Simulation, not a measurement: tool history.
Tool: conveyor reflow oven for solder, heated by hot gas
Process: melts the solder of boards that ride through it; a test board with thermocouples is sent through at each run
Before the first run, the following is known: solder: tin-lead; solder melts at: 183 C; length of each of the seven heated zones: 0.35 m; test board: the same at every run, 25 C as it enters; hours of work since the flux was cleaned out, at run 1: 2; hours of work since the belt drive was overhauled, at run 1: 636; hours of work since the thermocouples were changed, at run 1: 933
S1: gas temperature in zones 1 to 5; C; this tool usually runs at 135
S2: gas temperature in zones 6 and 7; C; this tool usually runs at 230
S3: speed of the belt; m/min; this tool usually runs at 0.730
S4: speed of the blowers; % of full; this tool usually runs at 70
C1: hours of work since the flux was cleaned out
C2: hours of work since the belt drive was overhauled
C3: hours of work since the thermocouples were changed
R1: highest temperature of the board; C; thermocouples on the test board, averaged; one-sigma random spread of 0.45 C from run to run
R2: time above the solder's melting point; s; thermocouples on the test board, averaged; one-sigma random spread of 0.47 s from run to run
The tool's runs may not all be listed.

run    hour   S1   S2     S3  S4   C1    C2    C3     R1    R2
  1     0.0  135  230  0.730  70    2   636   933  218.6  44.6
  2    80.6  135  230  0.730  70   50   683   980  217.2  44.2
  3   137.7  135  230  0.730  70   83   717  1014  218.2  43.0
  4   216.3  135  230  0.630  70  129   763  1060  221.4  54.0
  5   287.9  135  230  0.630  70  171   805  1102  221.5  54.0
      299.8  -- thermocouples of zones 6 and 7 changed
  6   380.9  135  230  0.630  70  224   858    48  218.3  50.7
  7   469.5  140  230  0.730  70  276   910    99  215.8  43.0
  8   511.3  140  230  0.730  70  301   935   124  215.8  43.3
  9   578.3  140  230  0.730  70  340   974   163  214.8  43.0
 10   660.6  140  235  0.730  70  388  1022   211  218.5  45.5
 11   699.5  135  230  0.730  65  411  1045   234  213.0  40.0
 12   785.2  135  230  0.730  70  461  1095   285  213.8  41.3
      839.2  -- flux residue cleaned out of gas plates and filters
 13   878.6  135  230  0.730  70   23  1147   336  217.4  43.2
 14   945.9  135  230  0.730  70   63  1186   376  217.0  44.1
 15  1025.8  135  230  0.851  70  109  1233   423  211.7  33.8
 16  1119.7  135  239  0.851  66  164  1288   478  217.2  36.4
 17  1183.3  135  239  0.851  66  202  1326   515  217.8  35.8
 18  1244.6  139  230  0.694  70  238  1361   551  217.6  48.3
     1309.2  -- belt drive overhauled, speed set with a stopwatch
 19  1340.4  149  219  0.672  60  291    18   605  206.9  43.6
 20  1403.1  131  220  0.702  52  328    55   641  201.8  30.5

What will run 21 give?
 21  1482.5  135  244  0.730  70  375  102  688   ?   ?

{"run 21": {"R1": 226.7, "R2": 46.8}}
Had the tool carried no hidden state, the very same run would have given R1 228.1 C, R2 47.5 s.
